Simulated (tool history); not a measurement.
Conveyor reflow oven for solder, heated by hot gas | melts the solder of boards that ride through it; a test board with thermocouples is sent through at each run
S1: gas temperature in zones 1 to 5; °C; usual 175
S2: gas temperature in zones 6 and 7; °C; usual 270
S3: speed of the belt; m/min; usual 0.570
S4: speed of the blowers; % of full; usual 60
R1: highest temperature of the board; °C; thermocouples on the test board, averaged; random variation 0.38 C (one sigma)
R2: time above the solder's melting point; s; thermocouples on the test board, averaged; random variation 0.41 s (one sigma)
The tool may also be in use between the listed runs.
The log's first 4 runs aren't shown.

run 5 hour=42.2 | S1=175 S2=265 S3=0.570 S4=60 | R1=245.4 R2=56.3
run 6 hour=50.8 | S1=175 S2=270 S3=0.570 S4=60 | R1=249.4 R2=59.9
run 7 hour=59.8 | S1=175 S2=270 S3=0.570 S4=60 | R1=249.1 R2=60.0
run 8 hour=73.1 | S1=175 S2=270 S3=0.570 S4=60 | R1=249.8 R2=59.8
run 9 hour=83.8 | S1=175 S2=270 S3=0.570 S4=60 | R1=249.3 R2=59.7
run 10 hour=93.5 | S1=175 S2=270 S3=0.570 S4=60 | R1=249.8 R2=59.7
run 11 hour=103.7 | S1=175 S2=278 S3=0.570 S4=60 | R1=256.2 R2=65.2
run 12 hour=120.9 | S1=175 S2=265 S3=0.570 S4=60 | R1=245.8 R2=55.8
run 13 hour=129.1 | S1=175 S2=265 S3=0.570 S4=60 | R1=245.6 R2=55.9
run 14 hour=146.1 | S1=175 S2=270 S3=0.570 S4=60 | R1=249.5 R2=59.7
run 15 hour=157.4 | S1=175 S2=270 S3=0.570 S4=60 | R1=249.8 R2=59.1
run 16 hour=170.7 | S1=175 S2=280 S3=0.570 S4=80 | R1=261.3 R2=68.9
run 17 hour=187.6 | S1=175 S2=280 S3=0.570 S4=80 | R1=261.7 R2=69.6
run 18 hour=200.3 | S1=175 S2=280 S3=0.672 S4=69 | R1=253.5 R2=52.3
run 19 hour=211.2 | S1=177 S2=280 S3=0.672 S4=57 | R1=250.7 R2=50.2

Run 20 comes next. What will it give?
run 20 hour=221.2 | S1=166 S2=270 S3=0.570 S4=60 | R1=? R2=?

R1: 247.6 °C
R2: 55.0 s
Without the tool's hidden state the same run would have given R1 247.7 °C, R2 55.1 s.
